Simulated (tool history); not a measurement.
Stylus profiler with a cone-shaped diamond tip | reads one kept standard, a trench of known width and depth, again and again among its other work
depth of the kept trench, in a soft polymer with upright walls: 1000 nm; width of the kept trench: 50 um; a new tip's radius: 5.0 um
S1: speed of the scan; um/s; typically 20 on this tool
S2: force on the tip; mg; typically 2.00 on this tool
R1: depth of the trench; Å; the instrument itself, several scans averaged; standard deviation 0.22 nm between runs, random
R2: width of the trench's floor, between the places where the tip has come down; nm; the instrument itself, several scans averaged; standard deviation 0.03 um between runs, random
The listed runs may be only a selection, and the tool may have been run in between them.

run	hour	S1	S2	R1	R2
1	0.0	20	2.00	10034.9	41540
2	42.4	20	2.00	10034.8	41370
3	84.7	20	2.77	10044.9	41270
4	119.1	20	2.00	10033.8	41180
5	143.0	20	0.74	10007.5	41110
6	173.6	20	0.74	10004.1	40990
7	195.8	20	2.00	10030.2	40950
8	229.3	30	2.00	10027.4	40850
9	267.6	23	2.00	10024.6	40770
10	309.3	20	1.20	10010.6	40580
11	350.2	20	1.83	10024.6	40570
12	369.1	20	2.91	10040.9	40450
13	402.4	20	2.91	10037.5	40400
14	435.5	20	2.91	10040.5	40290
15	469.5	20	2.00	10019.3	40160
16	493.0	20	2.00	10022.3	40120
17	521.0	20	2.00	10019.2	39990
18	540.0	20	2.18	10025.3	40010
# hour 542.4: height scale calibrated on a step standard
19	573.3	42	1.14	9992.7	39790
20	601.6	46	3.62	10036.1	39800
21	635.9	46	3.62	10033.9	39640
22	672.1	46	3.62	10031.7	39660
# hour 711.4: height scale calibrated on a step standard, once more
23	711.7	46	3.62	10077.6	39560
24	742.7	46	4.61	10092.1	39470
25	777.4	6	0.99	10035.3	39430
26	813.5	40	3.00	10072.3	39280
27	845.0	12	4.59	10091.8	39220
28	875.6	12	4.59	10090.9	39220
29	899.0	12	4.59	10090.0	39060
30	941.6	14	4.30	10084.8	39000
31	982.8	20	1.16	10028.0	38920
32	1023.3	13	1.52	10034.5	38780
33	1048.5	13	1.52	10035.2	38770
34	1083.4	20	1.11	10027.3	38660

How would selected steps in R1 from run to run divide? Give the signed amount a tool lacking its hidden state would still show from settings, what came in and random variation, and the signed amount left for the hidden state, including any gauge scatter that is not in both of the compared results.
Hidden state at play: radius of the tip, um; height scale over the true one, %; drift of the gauge itself on depth_nm, %; drift of the gauge itself on floor_um, %.
Run 2 -> 3: S2 2.00 -> 2.77. R1 +10.1 Å: hidden state -1.3, all else +11.4.
Run 18 -> 19: S1 20 -> 42, S2 2.18 -> 1.14, height scale calibrated on a step standard. R1 -32.6 Å: hidden state -8.0, all else -24.6.
Run 22 -> 23: height scale calibrated on a step standard, once more. R1 +45.9 Å: hidden state +45.2, all else +0.7.
Run 24 -> 25: S1 46 -> 6, S2 4.61 -> 0.99. R1 -56.8 Å: hidden state -0.9, all else -55.9.
Run 30 -> 31: S1 14 -> 20, S2 4.30 -> 1.16. R1 -56.8 Å: hidden state -1.1, all else -55.7.
